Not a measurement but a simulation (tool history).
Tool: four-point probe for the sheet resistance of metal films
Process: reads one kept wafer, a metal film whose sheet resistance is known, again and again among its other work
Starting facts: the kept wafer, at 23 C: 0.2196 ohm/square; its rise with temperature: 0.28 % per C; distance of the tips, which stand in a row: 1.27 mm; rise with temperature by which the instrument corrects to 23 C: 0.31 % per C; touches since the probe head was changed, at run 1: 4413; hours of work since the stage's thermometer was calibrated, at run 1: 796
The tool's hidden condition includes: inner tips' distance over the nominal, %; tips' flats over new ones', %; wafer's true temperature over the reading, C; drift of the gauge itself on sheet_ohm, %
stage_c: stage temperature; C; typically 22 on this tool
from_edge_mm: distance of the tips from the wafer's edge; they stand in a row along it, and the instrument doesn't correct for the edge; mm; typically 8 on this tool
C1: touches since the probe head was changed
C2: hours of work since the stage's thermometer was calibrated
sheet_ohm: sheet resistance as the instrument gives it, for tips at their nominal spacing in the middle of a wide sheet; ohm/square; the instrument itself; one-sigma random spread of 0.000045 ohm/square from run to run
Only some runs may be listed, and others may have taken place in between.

Run 1, hour 0.0: usual settings; C1 4413; C2 796. Result: sheet_ohm 0.222424 ohm/square.
Run 2, hour 63.8: usual settings; C1 5635; C2 827. Result: sheet_ohm 0.222449 ohm/square.
Run 3, hour 101.0: usual settings; C1 6348; C2 846. Result: sheet_ohm 0.222530 ohm/square.
Run 4, hour 139.5: usual settings; C1 7084; C2 865. Result: sheet_ohm 0.222511 ohm/square.
Run 5, hour 217.5: usual settings; C1 8578; C2 904. Result: sheet_ohm 0.222472 ohm/square.
Run 6, hour 282.7: usual settings; C1 9827; C2 937. Result: sheet_ohm 0.222511 ohm/square.
Run 7, hour 351.3: usual settings; C1 11140; C2 971. Result: sheet_ohm 0.222544 ohm/square.
Run 8, hour 393.7: usual settings; C1 11952; C2 992. Result: sheet_ohm 0.222576 ohm/square.
Run 9, hour 464.7: usual settings; C1 13311; C2 1027. Result: sheet_ohm 0.222576 ohm/square.
Run 10, hour 538.7: usual settings but stage_c 24 C; C1 14728; C2 1064. Result: sheet_ohm 0.222452 ohm/square.
Run 11, hour 574.8: usual settings but stage_c 23 C; C1 15420; C2 1082. Result: sheet_ohm 0.222515 ohm/square.
Run 12, hour 610.6: usual settings but stage_c 20 C; C1 16106; C2 1100. Result: sheet_ohm 0.222752 ohm/square.
Run 13, hour 667.8: usual settings but stage_c 20 C; C1 17201; C2 1128. Result: sheet_ohm 0.222758 ohm/square.
Run 14, hour 704.1: usual settings but stage_c 20 C; C1 17897; C2 1147. Result: sheet_ohm 0.222716 ohm/square.
Run 15, hour 781.7: usual settings but stage_c 20 C, from_edge_mm 30 mm; C1 19383; C2 1185. Result: sheet_ohm 0.220003 ohm/square.
Run 16, hour 843.3: usual settings; C1 20562; C2 1216. Result: sheet_ohm 0.222587 ohm/square.
Run 17, hour 892.5: usual settings; C1 21504; C2 1240. Result: sheet_ohm 0.222590 ohm/square.
Run 18, hour 959.0: usual settings; C1 22777; C2 1274. Result: sheet_ohm 0.222625 ohm/square.
Run 19, hour 1042.0: usual settings; C1 24366; C2 1315. Result: sheet_ohm 0.222605 ohm/square.
Run 20, hour 1109.1: usual settings but stage_c 23 C; C1 25652; C2 1348. Result: sheet_ohm 0.222495 ohm/square.
Run 21, hour 1185.2: usual settings but stage_c 23 C; C1 27109; C2 1386. Result: sheet_ohm 0.222538 ohm/square.
Run 22, hour 1236.7: usual settings; C1 28094; C2 1412. Result: sheet_ohm 0.222664 ohm/square.
Run 23, hour 1284.6: usual settings but from_edge_mm 4 mm; C1 29011; C2 1436. Result: sheet_ohm 0.230925 ohm/square.
Run 24, hour 1323.1: usual settings but stage_c 24 C, from_edge_mm 26 mm; C1 29750; C2 1455. Result: sheet_ohm 0.219837 ohm/square.
Run 25, hour 1372.6: usual settings but stage_c 24 C, from_edge_mm 26 mm; C1 30696; C2 1480. Result: sheet_ohm 0.219851 ohm/square.
Run 26, hour 1449.9: usual settings but stage_c 19 C, from_edge_mm 43 mm; C1 32176; C2 1518. Result: sheet_ohm 0.220097 ohm/square.
Run 27, hour 1515.8: usual settings but stage_c 19 C, from_edge_mm 43 mm; C1 33438; C2 1551. Result: sheet_ohm 0.220018 ohm/square.
Run 28, hour 1566.9: usual settings but stage_c 19 C, from_edge_mm 43 mm; C1 34419; C2 1577. Result: sheet_ohm 0.220104 ohm/square.
Run 29, hour 1648.7: usual settings but stage_c 24 C, from_edge_mm 3 mm; C1 35985; C2 1617. Result: sheet_ohm 0.238821 ohm/square.
Run 30, hour 1718.2: usual settings but stage_c 30 C, from_edge_mm 3 mm; C1 37314; C2 1652. Result: sheet_ohm 0.238406 ohm/square.
Run 31, hour 1757.4: usual settings but from_edge_mm 16 mm; C1 38065; C2 1672. Result: sheet_ohm 0.220477 ohm/square.
Run 32, hour 1804.5: usual settings but stage_c 28 C; C1 38968; C2 1695. Result: sheet_ohm 0.222273 ohm/square.
Run 33, hour 1847.3: usual settings but stage_c 23 C, from_edge_mm 62 mm; C1 39786; C2 1716. Result: sheet_ohm 0.219712 ohm/square.
Run 34, hour 1920.2: usual settings but stage_c 23 C, from_edge_mm 9 mm; C1 41184; C2 1753. Result: sheet_ohm 0.222022 ohm/square.
Run 35, hour 1967.9: usual settings but stage_c 30 C, from_edge_mm 4 mm; C1 42097; C2 1776. Result: sheet_ohm 0.230508 ohm/square.
Run 36, hour 2015.2: usual settings but stage_c 30 C, from_edge_mm 4 mm; C1 43003; C2 1800. Result: sheet_ohm 0.230513 ohm/square.
Run 37, hour 2078.9: usual settings but stage_c 19 C, from_edge_mm 20 mm; C1 44223; C2 1832. Result: sheet_ohm 0.220482 ohm/square.
Run 38, hour 2153.3: usual settings but stage_c 31 C, from_edge_mm 24 mm; C1 45647; C2 1869. Result: sheet_ohm 0.219473 ohm/square.
At hour 2179.1: stage's thermometer calibrated.
Run 39, hour 2233.9: usual settings but stage_c 31 C, from_edge_mm 24 mm; C1 47180; C2 27. Result: sheet_ohm 0.219743 ohm/square.
Run 40, hour 2290.1: usual settings but stage_c 31 C, from_edge_mm 24 mm; C1 48257; C2 55. Result: sheet_ohm 0.219762 ohm/square.
Run 41, hour 2346.0: usual settings but stage_c 29 C, from_edge_mm 61 mm; C1 49327; C2 83. Result: sheet_ohm 0.219731 ohm/square.
Run 42, hour 2415.6: usual settings but stage_c 26 C, from_edge_mm 4 mm; C1 50660; C2 118. Result: sheet_ohm 0.231066 ohm/square.
Run 43, hour 2488.3: usual settings but stage_c 25 C; C1 52051; C2 154. Result: sheet_ohm 0.222822 ohm/square.
Run 44, hour 2532.6: usual settings but stage_c 25 C; C1 52900; C2 176. Result: sheet_ohm 0.222873 ohm/square.

Below are 5 alternative next runs, each starting from the tool's condition after run 44. Predict each:
Run A, hour 2598.8: usual settings but stage_c 25 C, from_edge_mm 4 mm; C1 54167; C2 209. Result: sheet_ohm ?.
Run B, hour 2598.8: usual settings but stage_c 33 C, from_edge_mm 12 mm; C1 54167; C2 209. Result: sheet_ohm ?.
Run C, hour 2598.8: usual settings but from_edge_mm 40 mm; C1 54167; C2 209. Result: sheet_ohm ?.
Run D, hour 2598.8: usual settings but stage_c 24 C, from_edge_mm 30 mm; C1 54167; C2 209. Result: sheet_ohm ?.
Run E, hour 2598.8: usual settings but from_edge_mm 50 mm; C1 54167; C2 209. Result: sheet_ohm ?.

run  sheet_ohm
  A   0.231230
  B   0.220702
  C   0.220279
  D   0.220235
  E   0.220144
With no hidden state in the tool, these same runs would have given:
run  sheet_ohm
  A   0.230768
  B   0.220259
  C   0.219838
  D   0.219794
  E   0.219703

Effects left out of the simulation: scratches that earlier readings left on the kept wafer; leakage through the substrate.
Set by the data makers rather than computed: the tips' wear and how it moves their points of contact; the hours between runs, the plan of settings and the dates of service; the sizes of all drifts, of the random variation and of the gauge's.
